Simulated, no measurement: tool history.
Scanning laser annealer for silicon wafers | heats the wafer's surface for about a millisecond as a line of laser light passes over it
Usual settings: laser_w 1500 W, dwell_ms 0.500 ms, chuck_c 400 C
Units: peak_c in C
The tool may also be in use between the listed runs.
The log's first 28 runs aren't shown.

| run | hour | laser_w | dwell_ms | chuck_c | hours of work since the window was cleaned | hours of work since the power meter was calibrated | hours of work since the optics were aligned | peak_c |
|---|---|---|---|---|---|---|---|---|
| 29 | 769.3 | 1460 | 0.471 | 431 | 189 | 789 | 1481 | 1232 |
| 30 | 800.7 | 1317 | 0.610 | 374 | 206 | 806 | 1498 | 1164 |
| 31 | 820.3 | 1636 | 0.610 | 423 | 217 | 817 | 1509 | 1457 |
| 32 | 848.6 | 1421 | 0.469 | 360 | 233 | 832 | 1524 | 1133 |
| 33 | 874.7 | 1523 | 0.506 | 420 | 247 | 847 | 1539 | 1290 |
| 34 | 898.5 | 1523 | 0.476 | 420 | 260 | 860 | 1552 | 1266 |
| 35 | 933.4 | 1500 | 0.430 | 400 | 279 | 879 | 1571 | 1196 |
| 36 | 959.3 | 1431 | 0.460 | 373 | 294 | 893 | 1585 | 1145 |
|  | 984.6 | optics aligned, line set to its width |
| 37 | 987.3 | 1431 | 0.460 | 373 | 306 | 906 | 2 | 1143 |
| 38 | 1012.7 | 1500 | 0.408 | 400 | 320 | 920 | 16 | 1177 |
| 39 | 1029.3 | 1292 | 0.485 | 391 | 330 | 929 | 25 | 1083 |
| 40 | 1059.0 | 1548 | 0.545 | 372 | 346 | 946 | 41 | 1291 |
|  | 1063.0 | window over the wafer cleaned |
| 41 | 1095.2 | 1500 | 0.500 | 423 | 18 | 964 | 60 | 1277 |

Forecast each of these 3 alternatives for the next run:
| A | 1132.0 | 1543 | 0.591 | 423 | 38 | 985 | 80 | ? |
| B | 1132.0 | 1437 | 0.382 | 390 | 38 | 985 | 80 | ? |
| C | 1132.0 | 1493 | 0.500 | 414 | 38 | 985 | 80 | ? |

| run | peak_c |
|---|---|
| A | 1369 |
| B | 1105 |
| C | 1261 |
Without the tool's hidden state the same runs would have given:
| run | peak_c |
|---|---|
| A | 1369 |
| B | 1106 |
| C | 1261 |
